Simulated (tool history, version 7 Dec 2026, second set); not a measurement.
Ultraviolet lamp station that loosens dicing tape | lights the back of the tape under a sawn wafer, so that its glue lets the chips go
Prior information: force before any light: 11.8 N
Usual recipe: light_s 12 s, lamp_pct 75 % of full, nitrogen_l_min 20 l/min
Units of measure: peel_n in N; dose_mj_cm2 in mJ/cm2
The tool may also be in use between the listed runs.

run     day  light_s  lamp_pct  nitrogen_l_min  peel_n  dose_mj_cm2
  1   0.000       12        75              20   1.262          399
  2   1.292       24        75              20   0.184          798
  3   2.342       24        75              20   0.199          812
  4   3.171       12        65              20   1.703          345
  5   4.358       12        75              20   1.294          400
      4.888  -- window cleaned of glue's vapour
  6   5.412       12        75              20   1.282          401
  7   6.696       12        75              20   1.272          402
  8   7.600       12        75              20   1.287          404
  9   8.454       12        75              20   1.273          400
 10   9.475       12        75              20   1.311          403
 11  10.367       12        75              20   1.319          403
 12  11.438       12        75              20   1.328          402
 13  12.750        8        71              25   2.619          254
 14  13.562       20        62              16   0.721          543
 15  14.262        9        93              10   2.265          377
 16  15.592       10        77              29   1.481          344
 17  16.612       10        77              29   1.452          344
 18  17.579       15        75              11   1.198          505
 19  18.175       15        75              11   1.169          502
 20  19.279       12        77              14   1.518          415
 21  19.946       22        78              19   0.247          769
 22  20.600       22        78              19   0.237          768

Predict each of these 3 candidate next runs independently; none follows another, all start after run 22:
  A  21.950       18        75              20       ?            ?
  B  21.950       12        75              20       ?            ?
  C  21.950       15        94              16       ?            ?

run  peel_n  dose_mj_cm2
  A   0.459          602
  B   1.242          405
  C   0.495          641
Take away the tool's hidden state, keep each run's random variation, and the runs would have read:
run  peel_n  dose_mj_cm2
  A   0.457          603
  B   1.239          405
  C   0.493          642
